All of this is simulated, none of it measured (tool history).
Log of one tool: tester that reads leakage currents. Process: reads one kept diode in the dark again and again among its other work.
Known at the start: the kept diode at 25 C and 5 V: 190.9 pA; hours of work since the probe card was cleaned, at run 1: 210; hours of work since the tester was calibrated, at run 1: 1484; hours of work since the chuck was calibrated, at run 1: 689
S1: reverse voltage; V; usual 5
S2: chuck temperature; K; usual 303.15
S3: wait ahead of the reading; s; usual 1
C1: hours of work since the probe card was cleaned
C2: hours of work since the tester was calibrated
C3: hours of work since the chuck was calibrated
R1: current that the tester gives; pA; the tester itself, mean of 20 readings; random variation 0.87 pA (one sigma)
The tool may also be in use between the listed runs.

run 1 hour=0 | S1=5 S2=303.15 S3=1 | C1=210 C2=1484 C3=689 | R1=272.75
run 2 hour=106 | S1=5 S2=303.15 S3=1 | C1=286 C2=1560 C3=764 | R1=272.26
run 3 hour=240.3 | S1=5 S2=303.15 S3=1 | C1=382 C2=1656 C3=861 | R1=268.91
run 4 hour=328.3 | S1=5 S2=303.15 S3=1 | C1=445 C2=1719 C3=924 | R1=266.66
run 5 hour=423.5 | S1=5 S2=303.15 S3=1 | C1=513 C2=1788 C3=992 | R1=264.58
run 6 hour=551.5 | S1=5 S2=303.15 S3=1 | C1=605 C2=1880 C3=1084 | R1=261.59
run 7 hour=618.8 | S1=4.57 S2=303.15 S3=1 | C1=653 C2=1928 C3=1132 | R1=250.18
run 8 hour=702.3 | S1=5 S2=303.15 S3=1.53 | C1=713 C2=1988 C3=1192 | R1=260.4
run 9 hour=777.3 | S1=5 S2=303.15 S3=5.69 | C1=767 C2=2041 C3=1246 | R1=257.17
run 10 hour=858.8 | S1=5 S2=303.15 S3=1 | C1=825 C2=2100 C3=1304 | R1=257.73
run 11 hour=979.9 | S1=5 S2=303.15 S3=1 | C1=912 C2=2187 C3=1391 | R1=253.77
-- hour=993.3 tester calibrated
run 12 hour=1081.7 | S1=5 S2=303.15 S3=1 | C1=984 C2=63 C3=1462 | R1=254.09
run 13 hour=1221.5 | S1=5 S2=303.15 S3=1 | C1=1084 C2=164 C3=1563 | R1=251.31
-- hour=1288.5 chuck's temperature calibrated
run 14 hour=1323.1 | S1=5 S2=303.15 S3=1 | C1=1155 C2=235 C3=25 | R1=288.83
run 15 hour=1409.8 | S1=5 S2=303.15 S3=4.45 | C1=1218 C2=297 C3=87 | R1=286.82
-- hour=1469.2 tester calibrated, once more
run 16 hour=1487.5 | S1=5 S2=303.15 S3=6.61 | C1=1272 C2=13 C3=141 | R1=283.99
run 17 hour=1619.5 | S1=5 S2=303.15 S3=1 | C1=1366 C2=108 C3=236 | R1=281.9
run 18 hour=1698.9 | S1=5 S2=303.15 S3=1 | C1=1423 C2=165 C3=293 | R1=280.27
run 19 hour=1808.6 | S1=5 S2=295.15 S3=1 | C1=1502 C2=243 C3=371 | R1=144.25

Run 20 comes next. What will it give?
run 20 hour=1943.6 | S1=5 S2=295.15 S3=1 | C1=1599 C2=340 C3=468 | R1=?

{"run 20": {"R1": 142.85}}
Without the tool's hidden state the same run would have given R1 148.68 pA.

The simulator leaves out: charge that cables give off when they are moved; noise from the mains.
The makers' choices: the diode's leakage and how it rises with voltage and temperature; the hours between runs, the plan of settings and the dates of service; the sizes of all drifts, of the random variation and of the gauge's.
